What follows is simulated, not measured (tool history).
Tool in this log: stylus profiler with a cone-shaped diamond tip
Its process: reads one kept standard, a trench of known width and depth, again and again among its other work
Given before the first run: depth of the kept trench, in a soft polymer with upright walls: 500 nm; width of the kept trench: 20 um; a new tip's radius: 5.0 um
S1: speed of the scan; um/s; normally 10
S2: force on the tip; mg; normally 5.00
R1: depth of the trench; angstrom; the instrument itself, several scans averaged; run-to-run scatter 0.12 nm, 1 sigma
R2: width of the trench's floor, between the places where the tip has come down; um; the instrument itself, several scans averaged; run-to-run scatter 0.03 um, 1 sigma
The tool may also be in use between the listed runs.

run 1 hour=0.0 | S1=10 S2=5.00 | R1=5120.1 R2=14.69
run 2 hour=123.2 | S1=10 S2=5.00 | R1=5120.0 R2=14.59
run 3 hour=189.6 | S1=10 S2=5.00 | R1=5119.7 R2=14.56
run 4 hour=297.4 | S1=10 S2=1.92 | R1=5064.0 R2=14.43
run 5 hour=420.8 | S1=10 S2=5.00 | R1=5120.2 R2=14.35
run 6 hour=510.7 | S1=10 S2=5.00 | R1=5121.0 R2=14.25
run 7 hour=594.7 | S1=10 S2=5.00 | R1=5120.0 R2=14.23

Forecast run 8:
run 8 hour=680.0 | S1=3 S2=6.50 | R1=? R2=?

{"run 8": {"R1": 5144.2, "R2": 14.17}}
The same run, on a tool lacking any hidden state, would have yielded R1 5136.1 angstrom, R2 15.64 um.
